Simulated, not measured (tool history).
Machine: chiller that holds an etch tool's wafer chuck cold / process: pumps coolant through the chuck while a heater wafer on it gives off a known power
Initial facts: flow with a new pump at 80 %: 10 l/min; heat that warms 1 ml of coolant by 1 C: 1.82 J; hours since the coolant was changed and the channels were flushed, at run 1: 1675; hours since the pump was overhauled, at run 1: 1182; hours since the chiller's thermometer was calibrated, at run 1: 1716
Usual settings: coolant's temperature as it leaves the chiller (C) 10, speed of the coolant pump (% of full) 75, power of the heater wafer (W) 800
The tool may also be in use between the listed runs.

run,hour,coolant's temperature as it leaves the chiller (C),speed of the coolant pump (% of full),power of the heater wafer (W),hours since the coolant was changed and the channels were flushed,hours since the pump was overhauled,hours since the chiller's thermometer was calibrated,chuck's temperature once it has settled (C),how much warmer the coolant comes back (C)
1,0.0,10,75,800,1675,1182,1716,19.0,2.88
2,21.1,10,75,800,1696,1204,1737,19.0,2.85
3,49.4,15,75,800,1725,1232,1766,23.8,2.87
4,70.5,16,75,800,1746,1253,1787,25.1,2.91
5,97.9,10,75,716,1773,1280,1814,17.8,2.55
6,114.4,10,75,716,1790,1297,1831,18.1,2.62
7,132.6,10,75,800,1808,1315,1849,18.9,2.88
8,159.7,10,75,800,1835,1342,1876,19.0,2.92
9,188.0,10,82,800,1863,1370,1904,18.7,2.59
10,206.4,7,75,800,1882,1389,1923,16.1,2.84
11,224.7,7,75,800,1900,1407,1941,15.9,2.92
12,251.6,10,75,830,1927,1434,1968,19.3,2.98
13,277.3,10,75,830,1952,1460,1993,19.5,3.00
14,306.6,10,75,830,1982,1489,2023,19.5,3.04
15,328.6,10,75,830,2004,1511,2045,19.5,3.08
16,350.9,17,75,800,2026,1533,2067,26.1,2.80
17,379.8,17,90,475,2055,1562,2096,22.1,1.40
18,409.7,17,90,475,2085,1592,2126,22.0,1.45
19,423.9,13,84,601,2099,1606,2140,19.6,1.94
20,450.1,10,64,673,2125,1633,2166,18.2,2.83
21,471.3,10,64,673,2146,1654,2187,18.5,2.87
22,497.1,1,66,673,2172,1680,2213,9.3,2.82
23,511.7,15,99,704,2187,1694,2228,21.9,1.96
24,524.5,15,84,704,2200,1707,2241,22.7,2.29
25,544.0,15,61,734,2219,1726,2260,24.3,3.27
26,559.8,4,69,1157,2235,1742,2276,17.5,4.57
27,584.1,10,93,444,2259,1767,2300,14.7,1.32
28,605.4,10,69,521,2281,1788,2322,16.3,2.07
29,635.7,10,69,521,2311,1818,2352,16.3,1.97
30,654.5,14,68,411,2330,1837,2371,19.2,1.71
31,669.5,14,68,411,2345,1852,2386,19.1,1.64

5 options for the next run, each taken on its own from the tool as it stands now. Forecast them:
A,685.4,14,71,1054,2361,1868,2402,?,?
B,685.4,12,85,819,2361,1868,2402,?,?
C,685.4,10,90,800,2361,1868,2402,?,?
D,685.4,10,75,1036,2361,1868,2402,?,?
E,685.4,10,86,606,2361,1868,2402,?,?

run,chuck's temperature once it has settled (C),how much warmer the coolant comes back (C)
A,26.4,4.09
B,20.7,2.62
C,18.3,2.40
D,22.0,3.78
E,16.7,1.83
Without the tool's hidden state the same runs would have given:
run,chuck's temperature once it has settled (C),how much warmer the coolant comes back (C)
A,25.1,3.95
B,19.7,2.53
C,17.3,2.32
D,20.8,3.65
E,15.8,1.77
